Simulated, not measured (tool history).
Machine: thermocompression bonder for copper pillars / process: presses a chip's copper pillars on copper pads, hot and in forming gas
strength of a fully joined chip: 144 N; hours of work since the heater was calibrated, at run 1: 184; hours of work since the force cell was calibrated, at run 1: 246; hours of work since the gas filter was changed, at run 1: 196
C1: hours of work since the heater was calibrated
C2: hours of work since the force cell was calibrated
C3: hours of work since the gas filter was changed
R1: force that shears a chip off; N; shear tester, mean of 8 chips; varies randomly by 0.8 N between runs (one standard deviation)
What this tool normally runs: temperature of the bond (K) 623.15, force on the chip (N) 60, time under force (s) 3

run 1 hour=0.0 | temperature_of_the_bond_(K)=623.15 force_on_the_chip_(N)=60 time_under_force_(s)=3 | C1=184 C2=246 C3=196 | R1=92.3
run 2 hour=6.4 | temperature_of_the_bond_(K)=623.15 force_on_the_chip_(N)=60 time_under_force_(s)=2 | C1=188 C2=250 C3=200 | R1=81.5
run 3 hour=12.2 | temperature_of_the_bond_(K)=623.15 force_on_the_chip_(N)=60 time_under_force_(s)=2 | C1=192 C2=253 C3=203 | R1=80.9
run 4 hour=18.8 | temperature_of_the_bond_(K)=618.15 force_on_the_chip_(N)=60 time_under_force_(s)=3 | C1=196 C2=257 C3=207 | R1=89.1
run 5 hour=31.0 | temperature_of_the_bond_(K)=623.15 force_on_the_chip_(N)=60 time_under_force_(s)=3 | C1=203 C2=265 C3=215 | R1=91.1
run 6 hour=44.8 | temperature_of_the_bond_(K)=623.15 force_on_the_chip_(N)=60 time_under_force_(s)=3 | C1=212 C2=274 C3=223 | R1=91.3
run 7 hour=55.0 | temperature_of_the_bond_(K)=623.15 force_on_the_chip_(N)=60 time_under_force_(s)=5 | C1=218 C2=280 C3=230 | R1=102.9
run 8 hour=65.9 | temperature_of_the_bond_(K)=623.15 force_on_the_chip_(N)=60 time_under_force_(s)=4 | C1=225 C2=287 C3=237 | R1=97.6
run 9 hour=75.6 | temperature_of_the_bond_(K)=623.15 force_on_the_chip_(N)=60 time_under_force_(s)=3 | C1=231 C2=293 C3=242 | R1=90.3
run 10 hour=82.5 | temperature_of_the_bond_(K)=641.15 force_on_the_chip_(N)=60 time_under_force_(s)=3 | C1=235 C2=297 C3=247 | R1=97.4
-- hour=85.7 heater calibrated with a thermocouple chip
run 11 hour=91.7 | temperature_of_the_bond_(K)=653.15 force_on_the_chip_(N)=72 time_under_force_(s)=3 | C1=4 C2=301 C3=251 | R1=111.2
-- hour=96.3 forming gas filter changed
run 12 hour=97.9 | temperature_of_the_bond_(K)=653.15 force_on_the_chip_(N)=72 time_under_force_(s)=3 | C1=7 C2=305 C3=1 | R1=119.1
run 13 hour=109.9 | temperature_of_the_bond_(K)=653.15 force_on_the_chip_(N)=72 time_under_force_(s)=3 | C1=15 C2=312 C3=8 | R1=119.4
-- hour=118.3 heater calibrated with a thermocouple chip, once more
run 14 hour=123.2 | temperature_of_the_bond_(K)=653.15 force_on_the_chip_(N)=72 time_under_force_(s)=3 | C1=3 C2=319 C3=15 | R1=120.7
run 15 hour=132.9 | temperature_of_the_bond_(K)=599.15 force_on_the_chip_(N)=47 time_under_force_(s)=7 | C1=9 C2=325 C3=21 | R1=93.2
run 16 hour=145.0 | temperature_of_the_bond_(K)=640.15 force_on_the_chip_(N)=72 time_under_force_(s)=8 | C1=17 C2=333 C3=29 | R1=132.7
run 17 hour=158.9 | temperature_of_the_bond_(K)=629.15 force_on_the_chip_(N)=48 time_under_force_(s)=6 | C1=25 C2=341 C3=38 | R1=105.6
run 18 hour=172.7 | temperature_of_the_bond_(K)=650.15 force_on_the_chip_(N)=83 time_under_force_(s)=3 | C1=34 C2=350 C3=46 | R1=125.1

Below, each run's measurement less what the same run would have read without the hidden state. Both values contain the same run-to-run variation, but the gauge's scatter may not be the same in both:
Unlogged tool condition in this case: true temperature of the bond over the reading, C; force that reaches the chip, % of what is set; oxide that the forming gas leaves, % of the face; drift of the gauge itself on shear_n, %.
run=1 R1=-5.9
run=2 R1=-5.3
run=3 R1=-5.5
run=4 R1=-6.1
run=5 R1=-6.4
run=6 R1=-6.6
run=7 R1=-7.7
run=8 R1=-7.5
run=9 R1=-7.2
run=10 R1=-7.8
run=11 R1=-9.2
run=12 R1=-0.6
run=13 R1=-0.9
run=14 R1=+0.3
run=15 R1=+0.6
run=16 R1=-0.7
run=17 R1=+0.0
run=18 R1=-0.9
